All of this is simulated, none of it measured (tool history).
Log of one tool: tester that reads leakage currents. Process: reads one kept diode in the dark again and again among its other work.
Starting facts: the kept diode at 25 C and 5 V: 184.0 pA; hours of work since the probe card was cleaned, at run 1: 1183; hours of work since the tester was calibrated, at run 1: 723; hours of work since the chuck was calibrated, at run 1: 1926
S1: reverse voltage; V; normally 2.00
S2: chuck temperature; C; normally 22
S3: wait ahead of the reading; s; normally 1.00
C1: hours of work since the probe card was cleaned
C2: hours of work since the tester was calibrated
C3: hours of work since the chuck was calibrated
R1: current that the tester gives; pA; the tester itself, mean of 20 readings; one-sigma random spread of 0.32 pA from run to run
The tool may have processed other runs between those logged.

Run 1, day 0.000: usual settings; C1 1183; C2 723; C3 1926. Result: R1 115.45 pA.
Run 2, day 1.775: usual settings but S2 27 C; C1 1207; C2 747; C3 1950. Result: R1 182.48 pA.
Run 3, day 3.288: usual settings but S2 27 C; C1 1228; C2 768; C3 1971. Result: R1 181.75 pA.
Run 4, day 4.954: usual settings but S2 27 C; C1 1250; C2 790; C3 1993. Result: R1 182.90 pA.
Run 5, day 6.788: usual settings but S2 27 C; C1 1275; C2 815; C3 2018. Result: R1 181.36 pA.
Run 6, day 7.921: usual settings but S2 27 C, S3 5.08 s; C1 1291; C2 831; C3 2034. Result: R1 182.32 pA.
Run 7, day 9.279: usual settings but S2 27 C, S3 5.08 s; C1 1309; C2 849; C3 2052. Result: R1 182.06 pA.
Run 8, day 10.312: usual settings but S2 27 C, S3 5.08 s; C1 1323; C2 863; C3 2066. Result: R1 182.77 pA.
Run 9, day 12.046: usual settings but S2 27 C, S3 5.08 s; C1 1347; C2 887; C3 2090. Result: R1 182.82 pA.
Run 10, day 12.921: usual settings; C1 1359; C2 899; C3 2102. Result: R1 117.03 pA.
Run 11, day 14.321: usual settings but S2 50 C; C1 1378; C2 918; C3 2121. Result: R1 1215.90 pA.
Run 12, day 15.908: usual settings but S2 50 C; C1 1399; C2 939; C3 2142. Result: R1 1220.70 pA.
Run 13, day 17.779: usual settings; C1 1425; C2 965; C3 2168. Result: R1 117.35 pA.
Run 14, day 18.600: usual settings but S1 2.44 V; C1 1436; C2 976; C3 2179. Result: R1 124.63 pA.
Run 15, day 20.421: usual settings; C1 1461; C2 1001; C3 2204. Result: R1 116.94 pA.
Run 16, day 22.117: usual settings; C1 1484; C2 1024; C3 2227. Result: R1 117.40 pA.
Run 17, day 23.858: usual settings but S1 6.50 V; C1 1507; C2 1047; C3 2250. Result: R1 170.91 pA.
Run 18, day 24.950: usual settings but S1 6.50 V; C1 1522; C2 1062; C3 2265. Result: R1 170.34 pA.
Run 19, day 26.829: usual settings but S1 6.50 V; C1 1548; C2 1088; C3 2291. Result: R1 170.06 pA.
Run 20, day 28.621: usual settings but S1 6.50 V; C1 1572; C2 1112; C3 2315. Result: R1 171.04 pA.
Run 21, day 30.233: usual settings but S1 6.50 V; C1 1594; C2 1134; C3 2337. Result: R1 171.30 pA.
Run 22, day 31.229: usual settings but S1 4.04 V, S3 0.41 s; C1 1607; C2 1147; C3 2351. Result: R1 147.78 pA.
Run 23, day 32.408: usual settings but S1 15.06 V; C1 1624; C2 1164; C3 2367. Result: R1 223.27 pA.
Run 24, day 34.021: usual settings but S1 8.48 V, S3 0.34 s; C1 1645; C2 1185; C3 2389. Result: R1 187.29 pA.
Run 25, day 35.454: usual settings but S1 15.72 V, S2 36 C; C1 1665; C2 1205; C3 2408. Result: R1 766.63 pA.
Run 26, day 36.562: usual settings but S1 15.72 V, S2 36 C; C1 1680; C2 1220; C3 2423. Result: R1 763.93 pA.
At day 37.017: chuck's temperature calibrated.
Run 27, day 37.571: usual settings but S1 1.07 V, S3 4.16 s; C1 1693; C2 1233; C3 8. Result: R1 100.59 pA.
Run 28, day 39.071: usual settings but S1 1.07 V, S3 4.16 s; C1 1713; C2 1253; C3 28. Result: R1 100.37 pA.
Run 29, day 40.212: usual settings but S1 12.86 V; C1 1728; C2 1268; C3 43. Result: R1 222.18 pA.
Run 30, day 42.138: usual settings but S1 12.86 V; C1 1755; C2 1295; C3 70. Result: R1 222.51 pA.
Run 31, day 43.333: usual settings but S1 12.86 V; C1 1771; C2 1311; C3 86. Result: R1 222.87 pA.
Run 32, day 44.804: usual settings but S1 12.86 V; C1 1791; C2 1331; C3 106. Result: R1 222.62 pA.
At day 45.075: chuck's temperature calibrated, once more.
Run 33, day 45.946: usual settings but S1 12.86 V; C1 1805; C2 1345; C3 12. Result: R1 190.12 pA.
Run 34, day 47.696: usual settings but S1 2.18 V, S2 31 C, S3 1.90 s; C1 1829; C2 1369; C3 36. Result: R1 239.02 pA.
Run 35, day 48.983: usual settings but S1 1.14 V, S2 38 C, S3 1.90 s; C1 1847; C2 1387; C3 53. Result: R1 354.21 pA.
Run 36, day 50.333: usual settings but S1 4.53 V, S2 45 C, S3 2.41 s; C1 1865; C2 1405; C3 71. Result: R1 967.05 pA.
Run 37, day 51.242: usual settings but S2 31 C, S3 1.82 s; C1 1877; C2 1417; C3 84. Result: R1 232.82 pA.
Run 38, day 52.183: usual settings but S2 31 C, S3 1.82 s; C1 1890; C2 1430; C3 97. Result: R1 232.27 pA.
Run 39, day 53.812: usual settings but S2 31 C, S3 1.90 s; C1 1912; C2 1452; C3 119. Result: R1 233.10 pA.
Run 40, day 55.467: usual settings but S2 31 C, S3 1.90 s; C1 1935; C2 1475; C3 141. Result: R1 233.61 pA.

Run by run, hidden condition taken away, random variation retained:
Hidden state present: stray current of the dirty probe card, pA a volt; current scale over the true one, %; true chuck temperature over the reading, C; drift of the gauge itself on leakage_pa, %.
run       R1
  1   105.09
  2   166.67
  3   165.88
  4   166.79
  5   165.20
  6   165.96
  7   165.60
  8   166.16
  9   166.05
 10   105.78
 11  1120.47
 12  1124.11
 13   105.78
 14   112.23
 15   105.24
 16   105.57
 17   152.87
 18   152.26
 19   151.86
 20   152.57
 21   152.65
 22   131.98
 23   197.44
 24   166.46
 25   690.97
 26   688.14
 27    86.61
 28    86.34
 29   189.02
 30   189.07
 31   189.25
 32   188.86
 33   190.23
 34   242.51
 35   359.60
 36   980.49
 37   235.81
 38   235.13
 39   235.77
 40   236.07

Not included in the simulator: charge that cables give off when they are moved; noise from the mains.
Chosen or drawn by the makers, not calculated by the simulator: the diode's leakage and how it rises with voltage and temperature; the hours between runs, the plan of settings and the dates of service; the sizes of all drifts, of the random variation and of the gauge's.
